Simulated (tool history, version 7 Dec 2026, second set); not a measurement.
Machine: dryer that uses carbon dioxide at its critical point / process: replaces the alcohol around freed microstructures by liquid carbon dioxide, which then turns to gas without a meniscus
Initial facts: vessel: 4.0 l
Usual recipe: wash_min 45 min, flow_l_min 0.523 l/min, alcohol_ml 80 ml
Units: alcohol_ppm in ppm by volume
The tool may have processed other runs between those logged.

Run 1, hour 0.0: usual settings. Result: alcohol_ppm 533 ppm by volume.
Run 2, hour 22.8: usual settings but wash_min 70 min. Result: alcohol_ppm 209 ppm by volume.
Run 3, hour 49.9: usual settings but wash_min 70 min. Result: alcohol_ppm 213 ppm by volume.
Run 4, hour 96.6: usual settings. Result: alcohol_ppm 567 ppm by volume.
Run 5, hour 138.0: usual settings. Result: alcohol_ppm 573 ppm by volume.
Run 6, hour 182.2: usual settings but wash_min 27 min. Result: alcohol_ppm 2098 ppm by volume.
At hour 198.7: inlet filter changed.
Run 7, hour 223.6: usual settings but wash_min 27 min. Result: alcohol_ppm 1849 ppm by volume.
Run 8, hour 266.1: usual settings but wash_min 27 min. Result: alcohol_ppm 1895 ppm by volume.
Run 9, hour 286.5: usual settings but alcohol_ml 33 ml. Result: alcohol_ppm 363 ppm by volume.
Run 10, hour 317.1: usual settings but alcohol_ml 33 ml. Result: alcohol_ppm 361 ppm by volume.
Run 11, hour 339.7: usual settings but alcohol_ml 33 ml. Result: alcohol_ppm 378 ppm by volume.
At hour 354.2: purifier's bed changed.
Run 12, hour 370.1: usual settings but wash_min 31 min, flow_l_min 0.584 l/min. Result: alcohol_ppm 850 ppm by volume.
Run 13, hour 410.7: usual settings but wash_min 67 min, flow_l_min 0.619 l/min, alcohol_ml 38 ml. Result: alcohol_ppm 25 ppm by volume.
Run 14, hour 450.2: usual settings but wash_min 67 min, flow_l_min 0.619 l/min, alcohol_ml 38 ml. Result: alcohol_ppm 34 ppm by volume.
Run 15, hour 478.9: usual settings but wash_min 67 min, flow_l_min 0.787 l/min. Result: alcohol_ppm 44 ppm by volume.
Run 16, hour 500.8: usual settings but wash_min 58 min, alcohol_ml 103 ml. Result: alcohol_ppm 181 ppm by volume.
Run 17, hour 544.9: usual settings but wash_min 58 min, alcohol_ml 103 ml. Result: alcohol_ppm 190 ppm by volume.
Run 18, hour 581.4: usual settings but flow_l_min 0.764 l/min, alcohol_ml 33 ml. Result: alcohol_ppm 81 ppm by volume.
Run 19, hour 609.9: usual settings but alcohol_ml 32 ml. Result: alcohol_ppm 205 ppm by volume.

Below are 4 alternative next runs, each starting from the tool's condition after run 19. Predict each:
Run A, hour 642.1: usual settings but flow_l_min 0.328 l/min, alcohol_ml 74 ml. Result: alcohol_ppm ?.
Run B, hour 642.1: usual settings but wash_min 52 min, flow_l_min 0.883 l/min, alcohol_ml 55 ml. Result: alcohol_ppm ?.
Run C, hour 642.1: usual settings but flow_l_min 0.712 l/min, alcohol_ml 32 ml. Result: alcohol_ppm ?.
Run D, hour 642.1: usual settings but wash_min 72 min, alcohol_ml 27 ml. Result: alcohol_ppm ?.

run  alcohol_ppm
  A         1710
  B           76
  C          107
  D           87
What these runs would have given with no unlogged condition in the tool:
run  alcohol_ppm
  A         1456
  B            9
  C           33
  D           17

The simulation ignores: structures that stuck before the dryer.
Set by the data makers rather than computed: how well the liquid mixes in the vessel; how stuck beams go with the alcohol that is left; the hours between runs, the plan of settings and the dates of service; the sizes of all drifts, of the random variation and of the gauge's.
